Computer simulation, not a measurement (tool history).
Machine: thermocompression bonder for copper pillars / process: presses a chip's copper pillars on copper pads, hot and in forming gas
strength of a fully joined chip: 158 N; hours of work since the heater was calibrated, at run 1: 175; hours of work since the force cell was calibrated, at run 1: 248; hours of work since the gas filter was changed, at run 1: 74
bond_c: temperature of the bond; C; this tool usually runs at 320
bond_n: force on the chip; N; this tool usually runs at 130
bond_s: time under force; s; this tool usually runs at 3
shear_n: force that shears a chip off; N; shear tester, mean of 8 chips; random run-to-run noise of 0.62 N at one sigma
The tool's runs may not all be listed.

run	hour	bond_c	bond_n	bond_s	hours of work since the heater was calibrated	hours of work since the force cell was calibrated	hours of work since the gas filter was changed	shear_n
1	0	320	130	3	175	248	74	89.2
2	21.5	320	130	2	185	258	85	77.9
3	32.9	320	130	2	190	264	90	77.6
4	47.8	320	130	2	197	271	97	76.5
5	67.9	320	130	7	207	281	107	110.7
# hour 80.4: forming gas filter changed
6	85.5	320	130	7	215	289	2	117.4
7	106.5	320	130	7	225	299	12	117.3
8	123	320	130	7	233	306	20	117.2
9	146.1	320	130	7	244	317	31	115.2
10	160.8	320	130	7	251	324	38	114
11	177.1	320	163	3	259	332	46	106.6
12	187.3	320	163	3	263	337	51	107.1
13	202.5	320	163	3	271	344	58	106
14	223.8	320	132	3	281	354	68	90.9
15	237	320	130	8	287	361	74	115
16	255.5	320	125	5	296	369	83	99.7
17	268.5	320	125	5	302	376	89	99
# hour 272.5: heater calibrated with a thermocouple chip
18	287.5	320	130	2	7	384	98	77.9
19	297.9	296	130	3	12	389	103	74.7
20	312.5	318	122	3	19	396	109	81.5
# hour 318.8: forming gas filter changed
# hour 329.2: heater calibrated with a thermocouple chip, once more
21	330.5	345	117	8	1	403	5	127.1
22	350.2	327	136	8	10	412	14	125.7
23	364.8	344	130	4	17	419	21	113.4
24	377.3	320	130	3	23	425	27	91.7
25	399.2	299	130	3	33	436	37	79.5
26	414.3	339	118	3	40	443	44	94.6
27	425.7	303	91	3	46	448	50	58.8
28	448.9	301	130	3	57	459	61	78.7
29	468.3	349	133	5	66	469	70	119.2
30	480.6	349	133	5	72	474	76	118.3

What if the next run were any one of these 3? Each begins from the tool's condition after run 30:
A	496	318	133	2	79	482	83	?
B	496	349	144	4	79	482	83	?
C	496	313	84	2	79	482	83	?

run	shear_n
A	78
B	119.1
C	49.4
The same runs, with their run-to-run variation unchanged, on a tool lacking any hidden condition would have given:
run	shear_n
A	84
B	127.3
C	53.4
